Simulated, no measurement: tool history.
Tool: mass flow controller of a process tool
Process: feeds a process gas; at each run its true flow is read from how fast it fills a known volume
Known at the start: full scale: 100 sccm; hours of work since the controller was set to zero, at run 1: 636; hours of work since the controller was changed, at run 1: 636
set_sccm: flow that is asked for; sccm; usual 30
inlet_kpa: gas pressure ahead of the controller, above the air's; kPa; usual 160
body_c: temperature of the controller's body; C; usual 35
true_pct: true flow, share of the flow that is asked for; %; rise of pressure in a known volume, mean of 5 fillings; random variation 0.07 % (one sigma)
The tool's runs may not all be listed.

| run | hour | set_sccm | inlet_kpa | body_c | hours of work since the controller was set to zero | hours of work since the controller was changed | true_pct |
|---|---|---|---|---|---|---|---|
| 1 | 0 | 30 | 160 | 35 | 636 | 636 | 97.57 |
| 2 | 67.6 | 30 | 160 | 35 | 665 | 665 | 97.67 |
| 3 | 137.8 | 30 | 160 | 35 | 695 | 695 | 97.72 |
| 4 | 214.7 | 30 | 160 | 35 | 727 | 727 | 97.62 |
| 5 | 305.1 | 30 | 160 | 35 | 766 | 766 | 97.73 |
| 6 | 406.5 | 30 | 160 | 35 | 809 | 809 | 97.81 |
| 7 | 454.4 | 30 | 162 | 35 | 829 | 829 | 97.78 |
| 8 | 534.6 | 30 | 162 | 35 | 863 | 863 | 97.88 |
| 9 | 580.7 | 30 | 162 | 20 | 882 | 882 | 98.48 |
| 10 | 661.1 | 30 | 162 | 20 | 917 | 917 | 98.6 |
| 11 | 734.2 | 21 | 197 | 33 | 948 | 948 | 97.63 |
| 12 | 823.8 | 31 | 153 | 30 | 986 | 986 | 98.47 |
| 13 | 909.1 | 12 | 153 | 21 | 1022 | 1022 | 98.05 |
| 14 | 983.8 | 10 | 186 | 25 | 1053 | 1053 | 97.72 |
| 15 | 1063.6 | 18 | 227 | 22 | 1087 | 1087 | 97.97 |
| 16 | 1152.6 | 18 | 227 | 22 | 1125 | 1125 | 98.17 |
| 17 | 1230.8 | 10 | 160 | 33 | 1158 | 1158 | 97.61 |
| 18 | 1328.6 | 10 | 160 | 33 | 1200 | 1200 | 97.91 |
| 19 | 1429.2 | 27 | 222 | 28 | 1242 | 1242 | 98.26 |
| 20 | 1485.3 | 92 | 222 | 26 | 1266 | 1266 | 100.43 |

3 ways to go on from here, each from the tool as it stands after run 20. What would each give?
| A | 1530.5 | 30 | 160 | 28 | 1285 | 1285 | ? |
| B | 1530.5 | 30 | 160 | 34 | 1285 | 1285 | ? |
| C | 1530.5 | 97 | 160 | 35 | 1285 | 1285 | ? |

| run | true_pct |
|---|---|
| A | 98.68 |
| B | 98.49 |
| C | 100.69 |
Without the tool's hidden state the same runs would have given:
| run | true_pct |
|---|---|
| A | 97.78 |
| B | 97.59 |
| C | 99.77 |
